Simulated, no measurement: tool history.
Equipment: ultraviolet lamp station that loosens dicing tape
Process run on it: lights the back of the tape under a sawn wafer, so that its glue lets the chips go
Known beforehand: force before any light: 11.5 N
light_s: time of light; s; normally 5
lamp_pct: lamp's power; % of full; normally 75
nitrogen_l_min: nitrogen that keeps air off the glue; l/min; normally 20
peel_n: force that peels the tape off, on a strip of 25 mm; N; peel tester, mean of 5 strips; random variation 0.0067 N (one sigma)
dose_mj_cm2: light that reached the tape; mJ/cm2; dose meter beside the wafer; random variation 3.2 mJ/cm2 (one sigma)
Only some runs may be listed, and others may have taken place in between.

| run | day | light_s | lamp_pct | nitrogen_l_min | peel_n | dose_mj_cm2 |
|---|---|---|---|---|---|---|
| 1 | 0 | 5 | 75 | 20 | 0.228 | 512 |
| 2 | 0.5 | 5 | 75 | 20 | 0.237 | 507 |
| 3 | 1.029 | 5 | 75 | 20 | 0.211 | 508 |
| 4 | 1.783 | 5 | 75 | 20 | 0.222 | 505 |
| 5 | 2.446 | 5 | 75 | 20 | 0.222 | 513 |
| 6 | 2.954 | 5 | 75 | 20 | 0.234 | 513 |
| 7 | 3.342 | 5 | 75 | 20 | 0.232 | 507 |
| 8 | 4.154 | 5 | 75 | 20 | 0.218 | 515 |
| 9 | 4.846 | 5 | 75 | 20 | 0.234 | 511 |
| 10 | 5.617 | 5 | 75 | 20 | 0.22 | 505 |
| 11 | 6.558 | 5 | 75 | 20 | 0.23 | 505 |
| 12 | 7.071 | 5 | 75 | 15 | 0.283 | 506 |
| 13 | 7.646 | 6 | 75 | 15 | 0.161 | 614 |
| 14 | 8.258 | 6 | 91 | 15 | 0.101 | 750 |
| 15 | 9.212 | 6 | 91 | 15 | 0.095 | 745 |
| 16 | 9.704 | 5 | 75 | 20 | 0.23 | 507 |
| 17 | 10.121 | 5 | 75 | 20 | 0.217 | 508 |
| 18 | 10.867 | 5 | 75 | 20 | 0.229 | 501 |
| 19 | 11.762 | 5 | 75 | 20 | 0.224 | 510 |
| 20 | 12.571 | 2 | 84 | 31 | 1.526 | 226 |
| 21 | 13.058 | 3 | 75 | 28 | 0.861 | 308 |
| 22 | 14.025 | 3 | 97 | 7 | 1.014 | 390 |
| 23 | 14.85 | 3 | 97 | 7 | 0.937 | 393 |
| 24 | 15.467 | 5 | 65 | 20 | 0.359 | 444 |
| 25 | 15.883 | 8 | 85 | 17 | 0.063 | 928 |
| 26 | 16.3 | 3 | 85 | 9 | 1.142 | 346 |
| 27 | 16.792 | 3 | 61 | 20 | 1.557 | 245 |
| 28 | 17.417 | 5 | 62 | 20 | 0.423 | 413 |
| 29 | 18.196 | 3 | 62 | 20 | 1.476 | 255 |
| 30 | 18.588 | 4 | 68 | 20 | 0.626 | 368 |
| 31 | 19.262 | 4 | 98 | 39 | 0.132 | 529 |
| 32 | 20.133 | 4 | 98 | 39 | 0.132 | 529 |
| 33 | 20.529 | 3 | 92 | 20 | 0.587 | 373 |
| 34 | 21.325 | 2 | 65 | 20 | 2.739 | 174 |
|  | 21.833 | window cleaned of glue's vapour |
| 35 | 22.204 | 2 | 65 | 20 | 2.819 | 178 |
| 36 | 22.883 | 3 | 90 | 13 | 0.813 | 370 |
| 37 | 23.3 | 3 | 75 | 23 | 0.917 | 303 |
| 38 | 23.838 | 5 | 82 | 23 | 0.155 | 556 |

Below are 3 alternative next runs, each starting from the tool's condition after run 38. Predict each:
| A | 24.671 | 8 | 75 | 23 | ? | ? |
| B | 24.671 | 4 | 63 | 8 | ? | ? |
| C | 24.671 | 5 | 62 | 23 | ? | ? |

| run | peel_n | dose_mj_cm2 |
|---|---|---|
| A | 0.062 | 819 |
| B | 1.288 | 340 |
| C | 0.355 | 424 |
Stripped of hidden state, with their random variation kept, the same runs would have yielded:
| run | peel_n | dose_mj_cm2 |
|---|---|---|
| A | 0.062 | 820 |
| B | 1.286 | 341 |
| C | 0.354 | 425 |

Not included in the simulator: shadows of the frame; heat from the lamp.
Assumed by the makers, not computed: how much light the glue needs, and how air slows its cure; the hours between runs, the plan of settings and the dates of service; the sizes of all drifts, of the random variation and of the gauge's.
